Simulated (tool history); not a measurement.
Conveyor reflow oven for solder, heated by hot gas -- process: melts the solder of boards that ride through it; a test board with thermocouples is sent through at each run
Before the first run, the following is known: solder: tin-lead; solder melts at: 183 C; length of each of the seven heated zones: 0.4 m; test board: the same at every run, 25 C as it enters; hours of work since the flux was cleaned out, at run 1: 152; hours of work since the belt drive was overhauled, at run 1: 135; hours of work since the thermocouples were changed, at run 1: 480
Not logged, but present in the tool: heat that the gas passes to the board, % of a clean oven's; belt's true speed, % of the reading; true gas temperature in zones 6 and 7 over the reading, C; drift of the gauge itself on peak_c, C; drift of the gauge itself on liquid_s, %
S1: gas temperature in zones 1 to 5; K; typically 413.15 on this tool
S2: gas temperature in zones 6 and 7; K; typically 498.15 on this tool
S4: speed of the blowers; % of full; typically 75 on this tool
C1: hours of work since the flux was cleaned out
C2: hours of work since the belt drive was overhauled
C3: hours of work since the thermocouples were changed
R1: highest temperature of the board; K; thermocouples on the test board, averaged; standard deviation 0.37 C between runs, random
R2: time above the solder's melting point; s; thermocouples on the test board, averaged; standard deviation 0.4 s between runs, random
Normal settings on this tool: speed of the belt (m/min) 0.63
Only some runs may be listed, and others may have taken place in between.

run 1 hour=0 | S1=413.15 S2=498.15 speed_of_the_belt_(m/min)=0.63 S4=75 | C1=152 C2=135 C3=480 | R1=488.75 R2=57.4
run 2 hour=13.9 | S1=413.15 S2=498.15 speed_of_the_belt_(m/min)=0.63 S4=75 | C1=158 C2=141 C3=486 | R1=488.05 R2=57.3
run 3 hour=27.2 | S1=413.15 S2=498.15 speed_of_the_belt_(m/min)=0.63 S4=75 | C1=164 C2=147 C3=492 | R1=488.25 R2=56.7
run 4 hour=45.7 | S1=421.15 S2=498.15 speed_of_the_belt_(m/min)=0.63 S4=75 | C1=172 C2=155 C3=500 | R1=489.85 R2=60.9
run 5 hour=60.2 | S1=421.15 S2=498.15 speed_of_the_belt_(m/min)=0.63 S4=75 | C1=179 C2=162 C3=507 | R1=489.35 R2=61.8
run 6 hour=77.2 | S1=413.15 S2=499.15 speed_of_the_belt_(m/min)=0.63 S4=75 | C1=187 C2=169 C3=514 | R1=489.55 R2=57.9
run 7 hour=96.6 | S1=413.15 S2=498.15 speed_of_the_belt_(m/min)=0.63 S4=75 | C1=195 C2=178 C3=523 | R1=488.05 R2=57.1
run 8 hour=111.6 | S1=413.15 S2=498.15 speed_of_the_belt_(m/min)=0.63 S4=75 | C1=202 C2=185 C3=530 | R1=487.95 R2=57.1
run 9 hour=127.9 | S1=413.15 S2=498.15 speed_of_the_belt_(m/min)=0.63 S4=75 | C1=209 C2=192 C3=537 | R1=488.05 R2=57.8
run 10 hour=149.1 | S1=413.15 S2=498.15 speed_of_the_belt_(m/min)=0.63 S4=75 | C1=219 C2=202 C3=547 | R1=488.15 R2=58.1
run 11 hour=162.9 | S1=413.15 S2=498.15 speed_of_the_belt_(m/min)=0.63 S4=75 | C1=225 C2=208 C3=553 | R1=487.75 R2=57.2
run 12 hour=172.5 | S1=413.15 S2=498.15 speed_of_the_belt_(m/min)=0.63 S4=69 | C1=229 C2=212 C3=557 | R1=486.95 R2=55.2
-- hour=177.6 belt drive overhauled, speed set with a stopwatch
-- hour=190.4 flux residue cleaned out of gas plates and filters
run 13 hour=200.8 | S1=413.15 S2=498.15 speed_of_the_belt_(m/min)=0.63 S4=69 | C1=5 C2=8 C3=566 | R1=488.85 R2=57.1
run 14 hour=216.3 | S1=413.15 S2=498.15 speed_of_the_belt_(m/min)=0.63 S4=69 | C1=12 C2=15 C3=573 | R1=488.15 R2=57.7
run 15 hour=233 | S1=413.15 S2=498.15 speed_of_the_belt_(m/min)=0.63 S4=69 | C1=19 C2=23 C3=580 | R1=488.25 R2=57.7
run 16 hour=252.2 | S1=413.15 S2=501.15 speed_of_the_belt_(m/min)=0.63 S4=75 | C1=28 C2=31 C3=589 | R1=492.45 R2=60.8
run 17 hour=271 | S1=413.15 S2=488.15 speed_of_the_belt_(m/min)=0.71 S4=75 | C1=36 C2=40 C3=597 | R1=477.85 R2=42.1
-- hour=288.1 belt drive overhauled, speed set with a stopwatch, once more
run 18 hour=292.5 | S1=407.15 S2=498.15 speed_of_the_belt_(m/min)=0.63 S4=70 | C1=44 C2=2 C3=605 | R1=487.55 R2=54.5
run 19 hour=306.8 | S1=407.15 S2=504.15 speed_of_the_belt_(m/min)=0.63 S4=70 | C1=50 C2=8 C3=612 | R1=493.15 R2=58.2
run 20 hour=319.6 | S1=407.15 S2=504.15 speed_of_the_belt_(m/min)=0.63 S4=70 | C1=56 C2=14 C3=617 | R1=492.95 R2=58.3
run 21 hour=332.9 | S1=424.15 S2=504.15 speed_of_the_belt_(m/min)=0.63 S4=88 | C1=62 C2=20 C3=623 | R1=498.45 R2=68
run 22 hour=348 | S1=409.15 S2=509.15 speed_of_the_belt_(m/min)=0.65 S4=53 | C1=69 C2=27 C3=630 | R1=491.65 R2=54.8
run 23 hour=365.5 | S1=413.15 S2=495.15 speed_of_the_belt_(m/min)=0.63 S4=59 | C1=77 C2=35 C3=638 | R1=482.75 R2=51.4
run 24 hour=375.7 | S1=407.15 S2=510.15 speed_of_the_belt_(m/min)=0.63 S4=59 | C1=81 C2=39 C3=643 | R1=494.55 R2=59.2
run 25 hour=397.5 | S1=413.15 S2=498.15 speed_of_the_belt_(m/min)=0.57 S4=52 | C1=91 C2=49 C3=652 | R1=486.05 R2=60.8
run 26 hour=413.8 | S1=408.15 S2=488.15 speed_of_the_belt_(m/min)=0.57 S4=52 | C1=99 C2=56 C3=660 | R1=476.15 R2=47.9
run 27 hour=431.8 | S1=408.15 S2=488.15 speed_of_the_belt_(m/min)=0.57 S4=52 | C1=107 C2=65 C3=668 | R1=476.35 R2=47.6
run 28 hour=452.5 | S1=413.15 S2=498.15 speed_of_the_belt_(m/min)=0.511 S4=70 | C1=116 C2=74 C3=677 | R1=493.25 R2=75.6
run 29 hour=462 | S1=413.15 S2=498.15 speed_of_the_belt_(m/min)=0.511 S4=70 | C1=120 C2=78 C3=681 | R1=492.65 R2=76.2
run 30 hour=479.5 | S1=413.15 S2=498.15 speed_of_the_belt_(m/min)=0.511 S4=70 | C1=128 C2=86 C3=689 | R1=492.95 R2=76.4
run 31 hour=488.6 | S1=413.15 S2=498.15 speed_of_the_belt_(m/min)=0.511 S4=70 | C1=132 C2=90 C3=693 | R1=492.75 R2=76

Forecast each of these 3 alternatives for the next run:
run A hour=499.7 | S1=419.15 S2=498.15 speed_of_the_belt_(m/min)=0.63 S4=50 | C1=137 C2=95 C3=698 | R1=? R2=?
run B hour=499.7 | S1=413.15 S2=498.15 speed_of_the_belt_(m/min)=0.58 S4=75 | C1=137 C2=95 C3=698 | R1=? R2=?
run C hour=499.7 | S1=413.15 S2=512.15 speed_of_the_belt_(m/min)=0.741 S4=75 | C1=137 C2=95 C3=698 | R1=? R2=?

run=A R1=483.55 R2=53.4
run=B R1=491.35 R2=65.1
run=C R1=496.85 R2=53.2
The same runs, with their run-to-run variation unchanged, on a tool lacking any hidden condition would have given:
run=A R1=481.95 R2=52
run=B R1=489.65 R2=64.2
run=C R1=495.75 R2=52.7
